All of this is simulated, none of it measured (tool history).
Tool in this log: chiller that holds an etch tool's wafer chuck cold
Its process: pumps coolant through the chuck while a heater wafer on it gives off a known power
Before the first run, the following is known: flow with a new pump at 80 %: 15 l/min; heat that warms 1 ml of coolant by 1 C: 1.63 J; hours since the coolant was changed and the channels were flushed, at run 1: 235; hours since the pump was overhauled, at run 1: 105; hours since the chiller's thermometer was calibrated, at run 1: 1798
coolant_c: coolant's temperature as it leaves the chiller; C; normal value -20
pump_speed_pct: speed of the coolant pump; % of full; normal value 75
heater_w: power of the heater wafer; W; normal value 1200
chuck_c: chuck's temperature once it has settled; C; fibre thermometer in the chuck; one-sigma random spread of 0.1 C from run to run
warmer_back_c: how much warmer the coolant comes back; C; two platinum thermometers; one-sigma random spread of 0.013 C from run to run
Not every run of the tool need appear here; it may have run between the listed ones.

run     day  coolant_c  pump_speed_pct  heater_w  hours since the coolant was changed and the channels were flushed  hours since the pump was overhauled  hours since the chiller's thermometer was calibrated  chuck_c  warmer_back_c
  1   0.000        -20              75      1200                                                                235                                  105                                                  1798     -7.2           3.14
  2   0.646        -28              75      1200                                                                250                                  120                                                  1814    -15.2           3.13
  3   1.867        -28              75      1200                                                                280                                  150                                                  1843    -15.3           3.15
  4   2.767        -28              92      1200                                                                301                                  171                                                  1865    -16.2           2.59
  5   3.396        -20              75      1200                                                                316                                  186                                                  1880     -7.0           3.15
  6   4.592        -20              75      1200                                                                345                                  215                                                  1909     -7.2           3.14
  7   5.333        -20              75      1200                                                                363                                  233                                                  1926     -6.9           3.15
  8   6.504        -20              75      1200                                                                391                                  261                                                  1955     -7.1           3.17
  9   7.688        -20              75      1200                                                                419                                  289                                                  1983     -7.0           3.17
 10   8.562        -20              75      1200                                                                440                                  310                                                  2004     -7.1           3.18
 11   9.575        -20              75      1200                                                                465                                  335                                                  2028     -7.0           3.20
 12  10.254        -20              75      1200                                                                481                                  351                                                  2045     -7.1           3.15
 13  10.821        -20              75       729                                                                495                                  364                                                  2058    -11.9           1.92
 14  11.812        -20              79      1200                                                                519                                  388                                                  2082     -7.3           3.01
 15  13.038        -20              79      1200                                                                548                                  418                                                  2111     -7.5           3.02
 16  13.725        -15              93       904                                                                564                                  434                                                  2128     -6.2           1.95
 17  14.404        -15              93       904                                                                581                                  450                                                  2144     -6.2           1.93
 18  15.500        -21              75      1506                                                                607                                  477                                                  2170     -4.8           4.00
 19  16.733        -21              75      1506                                                                637                                  506                                                  2200     -4.7           3.96
 20  17.921        -20              73      1087                                                                665                                  535                                                  2229     -7.8           2.95
 21  19.117        -12              78      1087                                                                694                                  563                                                  2257     -0.5           2.79
 22  20.429        -12              81      1087                                                                725                                  595                                                  2289     -0.7           2.67
 23  21.367        -25              67      1724                                                                748                                  617                                                  2311     -5.0           5.07
 24  22.021        -17              63      1200                                                                764                                  633                                                  2327     -2.7           3.78
 25  22.967        -27              98      1594                                                                786                                  656                                                  2350    -12.2           3.25
 26  24.038        -14              65       694                                                                812                                  682                                                  2375     -5.3           2.11
 27  25.225        -12              62       964                                                                840                                  710                                                  2404     -0.1           3.08
 28  26.504        -20              75      1571                                                                871                                  741                                                  2435     -3.1           4.16
 29  27.808        -12              79      1200                                                                902                                  772                                                  2466      0.7           3.01

Each run again, without the hidden state but with its own random variation kept:
What the log doesn't record here: heat passed by the chuck's channels, % of clean ones'; flow at a given pump speed, % of a new pump's; coolant's true temperature over the reading, C; drift of the gauge itself on chuck_c, C; drift of the gauge itself on warmer_back_c, C.
run  chuck_c  warmer_back_c
  1     -7.9           3.14
  2    -15.9           3.12
  3    -16.0           3.14
  4    -16.9           2.58
  5     -7.8           3.14
  6     -8.0           3.13
  7     -7.7           3.14
  8     -7.9           3.16
  9     -7.8           3.16
 10     -7.9           3.16
 11     -7.8           3.18
 12     -7.9           3.14
 13    -12.7           1.91
 14     -8.1           3.00
 15     -8.4           3.00
 16     -7.0           1.94
 17     -7.1           1.92
 18     -5.8           3.97
 19     -5.7           3.93
 20     -8.7           2.93
 21     -1.5           2.77
 22     -1.6           2.65
 23     -6.2           5.02
 24     -3.7           3.74
 25    -13.3           3.21
 26     -6.2           2.09
 27     -1.2           3.05
 28     -4.3           4.11
 29     -0.4           2.97
